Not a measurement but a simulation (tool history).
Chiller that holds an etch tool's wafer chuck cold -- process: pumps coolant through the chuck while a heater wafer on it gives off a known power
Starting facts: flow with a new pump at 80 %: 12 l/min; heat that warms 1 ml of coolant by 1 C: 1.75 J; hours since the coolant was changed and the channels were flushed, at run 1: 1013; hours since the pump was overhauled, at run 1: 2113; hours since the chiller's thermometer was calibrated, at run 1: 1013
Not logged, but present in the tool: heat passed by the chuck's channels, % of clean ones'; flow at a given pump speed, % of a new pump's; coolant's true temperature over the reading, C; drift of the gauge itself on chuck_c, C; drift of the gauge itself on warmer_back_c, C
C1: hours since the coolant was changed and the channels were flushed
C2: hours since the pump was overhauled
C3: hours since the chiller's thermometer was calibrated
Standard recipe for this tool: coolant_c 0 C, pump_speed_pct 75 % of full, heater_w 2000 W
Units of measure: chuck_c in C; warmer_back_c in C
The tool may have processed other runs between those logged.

run 1 hour=0.0 | coolant_c=0 pump_speed_pct=75 heater_w=2000 | C1=1013 C2=2113 C3=1013 | chuck_c=17.7 warmer_back_c=6.32
run 2 hour=70.0 | coolant_c=0 pump_speed_pct=66 heater_w=2000 | C1=1083 C2=2183 C3=1083 | chuck_c=19.3 warmer_back_c=7.25
run 3 hour=112.8 | coolant_c=0 pump_speed_pct=66 heater_w=2000 | C1=1125 C2=2226 C3=1125 | chuck_c=19.2 warmer_back_c=7.27
run 4 hour=188.5 | coolant_c=0 pump_speed_pct=66 heater_w=2000 | C1=1201 C2=2302 C3=1201 | chuck_c=19.4 warmer_back_c=7.30
run 5 hour=233.7 | coolant_c=0 pump_speed_pct=75 heater_w=2000 | C1=1246 C2=2347 C3=1246 | chuck_c=17.8 warmer_back_c=6.39
run 6 hour=285.9 | coolant_c=0 pump_speed_pct=75 heater_w=2000 | C1=1298 C2=2399 C3=1298 | chuck_c=18.0 warmer_back_c=6.37
run 7 hour=317.0 | coolant_c=0 pump_speed_pct=75 heater_w=2038 | C1=1330 C2=2430 C3=1330 | chuck_c=18.4 warmer_back_c=6.52
run 8 hour=391.0 | coolant_c=0 pump_speed_pct=75 heater_w=2038 | C1=1404 C2=2504 C3=1404 | chuck_c=18.4 warmer_back_c=6.55
run 9 hour=441.8 | coolant_c=0 pump_speed_pct=75 heater_w=2038 | C1=1454 C2=2555 C3=1454 | chuck_c=18.3 warmer_back_c=6.58
run 10 hour=474.8 | coolant_c=-3 pump_speed_pct=75 heater_w=1250 | C1=1487 C2=2588 C3=1487 | chuck_c=8.6 warmer_back_c=4.03
run 11 hour=546.0 | coolant_c=-8 pump_speed_pct=66 heater_w=1153 | C1=1558 C2=2659 C3=1558 | chuck_c=3.7 warmer_back_c=4.30

How would selected steps in chuck_c from run to run divide? Give the signed amount a tool lacking its hidden state would still show from settings, what came in and random variation, and the signed amount left for the hidden state, including any gauge scatter that is not in both of the compared results.
Run 9 -> 10: coolant_c 0 -> -3, heater_w 2038 -> 1250. chuck_c -9.7 C: hidden state -0.6, all else -9.1.

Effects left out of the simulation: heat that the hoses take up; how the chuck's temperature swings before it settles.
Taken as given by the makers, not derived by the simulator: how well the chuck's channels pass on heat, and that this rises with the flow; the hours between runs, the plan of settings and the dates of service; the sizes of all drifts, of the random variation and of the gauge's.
